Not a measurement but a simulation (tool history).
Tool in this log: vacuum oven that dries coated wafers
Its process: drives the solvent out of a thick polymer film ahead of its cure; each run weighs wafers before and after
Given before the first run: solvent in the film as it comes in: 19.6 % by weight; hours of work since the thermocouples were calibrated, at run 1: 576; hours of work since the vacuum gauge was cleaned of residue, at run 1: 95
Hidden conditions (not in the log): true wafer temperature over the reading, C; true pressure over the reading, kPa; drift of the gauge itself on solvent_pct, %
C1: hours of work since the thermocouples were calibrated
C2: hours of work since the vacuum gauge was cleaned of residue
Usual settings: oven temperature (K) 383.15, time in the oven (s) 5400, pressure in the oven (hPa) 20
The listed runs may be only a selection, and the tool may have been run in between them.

Run 1, hour 0: usual settings; C1 576; C2 95. Result: solvent left in the film (%) 2.54.
Run 2, hour 15.3: usual settings; C1 585; C2 103. Result: solvent left in the film (%) 2.56.
Run 3, hour 28.6: usual settings but time in the oven (s) 3780; C1 592; C2 111. Result: solvent left in the film (%) 3.46.
Run 4, hour 41.6: usual settings but time in the oven (s) 3780; C1 599; C2 118. Result: solvent left in the film (%) 3.45.
Run 5, hour 50.3: usual settings but time in the oven (s) 3780; C1 604; C2 122. Result: solvent left in the film (%) 3.43.
Run 6, hour 65.5: usual settings but time in the oven (s) 4560; C1 612; C2 131. Result: solvent left in the film (%) 2.86.
Run 7, hour 73: usual settings but time in the oven (s) 4560; C1 616; C2 135. Result: solvent left in the film (%) 2.86.
At hour 80.2: oven's thermocouples calibrated.
Run 8, hour 89.6: usual settings but oven temperature (K) 375.15, time in the oven (s) 4560; C1 5; C2 143. Result: solvent left in the film (%) 5.01.
Run 9, hour 105.4: usual settings but oven temperature (K) 375.15, time in the oven (s) 4560; C1 14; C2 151. Result: solvent left in the film (%) 4.99.
Run 10, hour 113: usual settings but time in the oven (s) 4320; C1 18; C2 155. Result: solvent left in the film (%) 3.04.
Run 11, hour 129.2: usual settings but time in the oven (s) 4320; C1 27; C2 164. Result: solvent left in the film (%) 3.04.
Run 12, hour 141.2: usual settings but oven temperature (K) 372.15, time in the oven (s) 4320; C1 33; C2 171. Result: solvent left in the film (%) 6.25.
Run 13, hour 155: usual settings but oven temperature (K) 372.15, time in the oven (s) 4320; C1 41; C2 178. Result: solvent left in the film (%) 6.26.
Run 14, hour 165.3: usual settings but oven temperature (K) 372.15, time in the oven (s) 8340; C1 46; C2 184. Result: solvent left in the film (%) 3.88.
Run 15, hour 181.7: usual settings but time in the oven (s) 6120; C1 55; C2 193. Result: solvent left in the film (%) 2.4.
Run 16, hour 189.8: usual settings; C1 60; C2 197. Result: solvent left in the film (%) 2.56.
Run 17, hour 200.2: usual settings but pressure in the oven (hPa) 72.9; C1 65; C2 203. Result: solvent left in the film (%) 7.96.
Run 18, hour 216.3: usual settings; C1 74; C2 212. Result: solvent left in the film (%) 2.55.
Run 19, hour 231.2: usual settings; C1 82; C2 220. Result: solvent left in the film (%) 2.56.
Run 20, hour 247.6: usual settings but time in the oven (s) 2760; C1 91; C2 229. Result: solvent left in the film (%) 4.55.
Run 21, hour 257.7: usual settings but oven temperature (K) 393.15, time in the oven (s) 8040; C1 97; C2 234. Result: solvent left in the film (%) 1.49.
Run 22, hour 272.1: usual settings but oven temperature (K) 376.15, time in the oven (s) 8880, pressure in the oven (hPa) 10.4; C1 105; C2 242. Result: solvent left in the film (%) 1.71.
Run 23, hour 288: usual settings but time in the oven (s) 2940, pressure in the oven (hPa) 12.1; C1 113; C2 251. Result: solvent left in the film (%) 3.6.
Run 24, hour 296.3: usual settings but time in the oven (s) 2940, pressure in the oven (hPa) 12.1; C1 118; C2 255. Result: solvent left in the film (%) 3.61.
Run 25, hour 305.3: usual settings but time in the oven (s) 2940, pressure in the oven (hPa) 12.1; C1 123; C2 260. Result: solvent left in the film (%) 3.61.
Run 26, hour 320.2: usual settings but oven temperature (K) 394.15, time in the oven (s) 6660, pressure in the oven (hPa) 13.2; C1 131; C2 268. Result: solvent left in the film (%) 0.99.
Run 27, hour 329.1: usual settings but oven temperature (K) 395.15, time in the oven (s) 8460, pressure in the oven (hPa) 20.4; C1 136; C2 273. Result: solvent left in the film (%) 1.42.
Run 28, hour 344.3: usual settings but oven temperature (K) 395.15, time in the oven (s) 8460, pressure in the oven (hPa) 20.4; C1 144; C2 281. Result: solvent left in the film (%) 1.43.
Run 29, hour 359.2: usual settings but oven temperature (K) 380.15, time in the oven (s) 3120, pressure in the oven (hPa) 32; C1 152; C2 290. Result: solvent left in the film (%) 6.19.
Run 30, hour 370.3: usual settings but oven temperature (K) 382.15, time in the oven (s) 7920, pressure in the oven (hPa) 32; C1 158; C2 296. Result: solvent left in the film (%) 3.58.
Run 31, hour 380.8: usual settings but oven temperature (K) 392.15, time in the oven (s) 7560, pressure in the oven (hPa) 32; C1 164; C2 301. Result: solvent left in the film (%) 2.48.
Run 32, hour 387.7: usual settings but oven temperature (K) 392.15, time in the oven (s) 7560, pressure in the oven (hPa) 32; C1 167; C2 305. Result: solvent left in the film (%) 2.5.
Run 33, hour 397.7: usual settings but oven temperature (K) 381.15, time in the oven (s) 2820, pressure in the oven (hPa) 32.2; C1 173; C2 311. Result: solvent left in the film (%) 6.29.
Run 34, hour 406.5: usual settings but oven temperature (K) 381.15, time in the oven (s) 2820, pressure in the oven (hPa) 32.2; C1 178; C2 315. Result: solvent left in the film (%) 6.32.
Run 35, hour 418.9: usual settings but oven temperature (K) 379.15, pressure in the oven (hPa) 53.7; C1 184; C2 322. Result: solvent left in the film (%) 7.15.
Run 36, hour 432: usual settings but time in the oven (s) 3060, pressure in the oven (hPa) 57.5; C1 192; C2 329. Result: solvent left in the film (%) 7.64.
Run 37, hour 446.2: usual settings but oven temperature (K) 378.15, time in the oven (s) 4380, pressure in the oven (hPa) 16.8; C1 199; C2 337. Result: solvent left in the film (%) 3.89.
Run 38, hour 459.6: usual settings but time in the oven (s) 8040; C1 207; C2 344. Result: solvent left in the film (%) 2.19.
Run 39, hour 473.1: usual settings but pressure in the oven (hPa) 22.4; C1 214; C2 352. Result: solvent left in the film (%) 2.83.

What if the next run were any one of these 3? Each begins from the tool's condition after run 39:
Run A, hour 488: usual settings but pressure in the oven (hPa) 10.9; C1 222; C2 360. Result: solvent left in the film (%) ?.
Run B, hour 488: usual settings but oven temperature (K) 373.15, pressure in the oven (hPa) 13.5; C1 222; C2 360. Result: solvent left in the film (%) ?.
Run C, hour 488: usual settings but oven temperature (K) 388.15, pressure in the oven (hPa) 18.7; C1 222; C2 360. Result: solvent left in the film (%) ?.

run  solvent left in the film (%)
  A                          1.65
  B                          4.09
  C                          1.87
Without the tool's hidden state the same runs would have given:
run  solvent left in the film (%)
  A                          1.64
  B                          4.09
  C                          1.87

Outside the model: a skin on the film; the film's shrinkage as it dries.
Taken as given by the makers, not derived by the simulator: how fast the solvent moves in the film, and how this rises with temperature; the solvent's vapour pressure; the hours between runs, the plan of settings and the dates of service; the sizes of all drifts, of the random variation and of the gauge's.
